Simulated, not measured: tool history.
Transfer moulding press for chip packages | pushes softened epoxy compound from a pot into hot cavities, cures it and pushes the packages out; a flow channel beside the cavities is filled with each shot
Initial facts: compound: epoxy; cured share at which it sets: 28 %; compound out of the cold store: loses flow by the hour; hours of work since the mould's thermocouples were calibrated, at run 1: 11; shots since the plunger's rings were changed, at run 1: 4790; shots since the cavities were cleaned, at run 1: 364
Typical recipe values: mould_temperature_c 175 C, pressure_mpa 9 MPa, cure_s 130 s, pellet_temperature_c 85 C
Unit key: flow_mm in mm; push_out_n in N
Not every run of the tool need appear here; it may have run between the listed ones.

| run | hour | mould_temperature_c | pressure_mpa | cure_s | pellet_temperature_c | hours of work since the mould's thermocouples were calibrated | shots since the plunger's rings were changed | shots since the cavities were cleaned | incoming compound's hours out of the cold store | flow_mm | push_out_n |
|---|---|---|---|---|---|---|---|---|---|---|---|
| 1 | 0 | 175 | 9 | 130 | 85 | 11 | 4790 | 364 | 23.7 | 722 | 420 |
|  | 45 | cavities cleaned with cleaning compound and waxed |
| 2 | 46.3 | 175 | 10.69 | 130 | 85 | 43 | 5265 | 14 | 40.8 | 698 | 299 |
| 3 | 70.1 | 175 | 10.69 | 130 | 85 | 60 | 5517 | 266 | 45.3 | 666 | 377 |
|  | 81.2 | plunger's sealing rings changed |
| 4 | 107.6 | 175 | 10.69 | 130 | 85 | 85 | 280 | 637 | 38.8 | 742 | 488 |
|  | 127.9 | cavities cleaned with cleaning compound and waxed |
| 5 | 137.3 | 175 | 10.69 | 130 | 85 | 105 | 579 | 100 | 36.2 | 759 | 332 |
| 6 | 165.3 | 175 | 10.69 | 130 | 85 | 126 | 876 | 397 | 38.1 | 738 | 439 |
| 7 | 195.9 | 175 | 10.69 | 111 | 85 | 147 | 1200 | 721 | 38.1 | 745 | 606 |
|  | 205.9 | cavities cleaned with cleaning compound and waxed |
| 8 | 224.1 | 175 | 10.69 | 111 | 85 | 167 | 1483 | 193 | 39.7 | 738 | 461 |
| 9 | 252.5 | 175 | 9 | 130 | 85 | 187 | 1784 | 494 | 13 | 807 | 480 |
| 10 | 277.1 | 175 | 9 | 130 | 78 | 205 | 2045 | 755 | 28.9 | 713 | 511 |
|  | 284.8 | cavities cleaned with cleaning compound and waxed |
| 11 | 306.9 | 175 | 9 | 130 | 78 | 225 | 2345 | 234 | 18.5 | 778 | 401 |
| 12 | 351.9 | 175 | 9 | 130 | 78 | 257 | 2822 | 711 | 29.5 | 709 | 485 |
|  | 364.2 | cavities cleaned with cleaning compound and waxed |
| 13 | 388 | 181 | 9 | 130 | 78 | 282 | 3189 | 252 | 12.7 | 766 | 349 |
| 14 | 413.6 | 175 | 9 | 152 | 85 | 300 | 3460 | 523 | 47.9 | 622 | 426 |
| 15 | 439 | 175 | 9 | 152 | 85 | 318 | 3729 | 792 | 18.5 | 751 | 467 |
|  | 444.6 | cavities cleaned with cleaning compound and waxed |
|  | 468.7 | mould's thermocouples calibrated |
| 16 | 491.1 | 175 | 9 | 152 | 85 | 16 | 4244 | 472 | 15.9 | 761 | 430 |
|  | 525.8 | cavities cleaned with cleaning compound and waxed |
| 17 | 532.3 | 175 | 9 | 121 | 92 | 45 | 4666 | 70 | 43.5 | 637 | 321 |
| 18 | 579.9 | 170 | 9.64 | 127 | 78 | 79 | 5169 | 573 | 17.4 | 796 | 696 |
|  | 588.1 | mould's thermocouples calibrated, once more |
|  | 606.7 | cavities cleaned with cleaning compound and waxed |
| 19 | 606.7 | 170 | 9.64 | 127 | 78 | 12 | 5417 | 0 | 10.4 | 838 | 431 |
|  | 628.4 | plunger's sealing rings changed |
| 20 | 639.2 | 175 | 10.71 | 144 | 88 | 34 | 114 | 318 | 40.5 | 736 | 380 |
| 21 | 677.4 | 175 | 10.71 | 144 | 77 | 61 | 519 | 723 | 46.1 | 711 | 450 |
|  | 686.9 | cavities cleaned with cleaning compound and waxed |
| 22 | 716.1 | 175 | 8.53 | 144 | 81 | 88 | 913 | 309 | 21.2 | 740 | 392 |
| 23 | 742 | 173 | 8.53 | 126 | 81 | 106 | 1188 | 584 | 18.5 | 759 | 542 |
|  | 766.3 | cavities cleaned with cleaning compound and waxed |
| 24 | 771.3 | 175 | 9 | 165 | 85 | 126 | 1483 | 54 | 17.4 | 768 | 284 |
| 25 | 820.8 | 180 | 8.53 | 130 | 80 | 162 | 2007 | 578 | 8.2 | 779 | 432 |
|  | 843.9 | cavities cleaned with cleaning compound and waxed |
| 26 | 868.8 | 180 | 8.53 | 130 | 80 | 195 | 2500 | 263 | 28.1 | 677 | 357 |

Predict each of these 5 candidate next runs independently; none follows another, all start after run 26:
| A | 889.8 | 172 | 8.53 | 130 | 80 | 210 | 2722 | 485 | 17.5 | ? | ? |
| B | 889.8 | 180 | 9.11 | 140 | 89 | 210 | 2722 | 485 | 25.8 | ? | ? |
| C | 889.8 | 168 | 8.53 | 146 | 89 | 210 | 2722 | 485 | 45.4 | ? | ? |
| D | 889.8 | 180 | 6.92 | 158 | 94 | 210 | 2722 | 485 | 22.9 | ? | ? |
| E | 889.8 | 169 | 9 | 130 | 85 | 210 | 2722 | 485 | 47.3 | ? | ? |

| run | flow_mm | push_out_n |
|---|---|---|
| A | 760 | 546 |
| B | 713 | 407 |
| C | 647 | 520 |
| D | 630 | 392 |
| E | 652 | 594 |
With the hidden condition removed and each run's random variation left untouched, the same runs would have given:
| run | flow_mm | push_out_n |
|---|---|---|
| A | 785 | 355 |
| B | 736 | 264 |
| C | 668 | 337 |
| D | 650 | 254 |
| E | 674 | 385 |
